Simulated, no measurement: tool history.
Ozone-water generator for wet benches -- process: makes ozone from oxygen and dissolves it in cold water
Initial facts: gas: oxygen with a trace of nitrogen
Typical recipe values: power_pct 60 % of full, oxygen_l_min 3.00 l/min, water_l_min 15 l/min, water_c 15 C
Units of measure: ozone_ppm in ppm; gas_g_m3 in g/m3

| run | hour | power_pct | oxygen_l_min | water_l_min | water_c | ozone_ppm | gas_g_m3 |
|---|---|---|---|---|---|---|---|
| 1 | 0.0 | 60 | 3.00 | 15 | 15 | 16.1 | 149.8 |
| 2 | 34.1 | 60 | 3.00 | 15 | 15 | 16.2 | 151.9 |
| 3 | 97.1 | 60 | 3.00 | 15 | 15 | 16.0 | 151.8 |
| 4 | 145.7 | 60 | 3.00 | 15 | 15 | 16.3 | 152.7 |
| 5 | 199.3 | 60 | 3.00 | 15 | 15 | 15.8 | 151.6 |
| 6 | 229.8 | 60 | 3.00 | 15 | 15 | 15.9 | 150.0 |
| 7 | 263.0 | 60 | 4.98 | 15 | 15 | 17.5 | 124.7 |
| 8 | 329.5 | 60 | 4.98 | 15 | 15 | 17.6 | 125.1 |
| 9 | 379.1 | 60 | 4.98 | 15 | 15 | 17.3 | 123.9 |
| 10 | 407.8 | 60 | 4.98 | 15 | 15 | 17.7 | 124.8 |
| 11 | 467.6 | 84 | 3.19 | 14 | 10 | 23.5 | 191.2 |
|  | 480.7 | water thermometer calibrated |
| 12 | 522.7 | 60 | 1.66 | 18 | 15 | 11.2 | 190.9 |
| 13 | 589.0 | 79 | 1.87 | 22 | 14 | 11.4 | 223.3 |
| 14 | 654.9 | 60 | 3.00 | 15 | 10 | 16.8 | 152.0 |
| 15 | 686.2 | 60 | 3.00 | 15 | 10 | 16.9 | 149.9 |
| 16 | 727.1 | 60 | 3.00 | 15 | 10 | 17.1 | 150.2 |
| 17 | 789.7 | 60 | 3.00 | 15 | 10 | 16.8 | 150.6 |

Branching from run 17: 5 alternative next runs. What would each branch give?
| A | 835.9 | 93 | 1.58 | 14 | 15 | ? | ? |
| B | 835.9 | 60 | 3.00 | 15 | 16 | ? | ? |
| C | 835.9 | 63 | 3.00 | 15 | 10 | ? | ? |
| D | 835.9 | 60 | 3.00 | 17 | 13 | ? | ? |
| E | 835.9 | 47 | 3.00 | 13 | 10 | ? | ? |

| run | ozone_ppm | gas_g_m3 |
|---|---|---|
| A | 19.2 | 268.5 |
| B | 15.7 | 147.9 |
| C | 17.4 | 155.7 |
| D | 14.5 | 150.8 |
| E | 15.9 | 124.6 |
With the hidden condition removed and each run's random variation left untouched, the same runs would have given:
| run | ozone_ppm | gas_g_m3 |
|---|---|---|
| A | 20.0 | 272.8 |
| B | 16.2 | 149.6 |
| C | 18.1 | 157.6 |
| D | 15.1 | 152.5 |
| E | 16.4 | 125.8 |
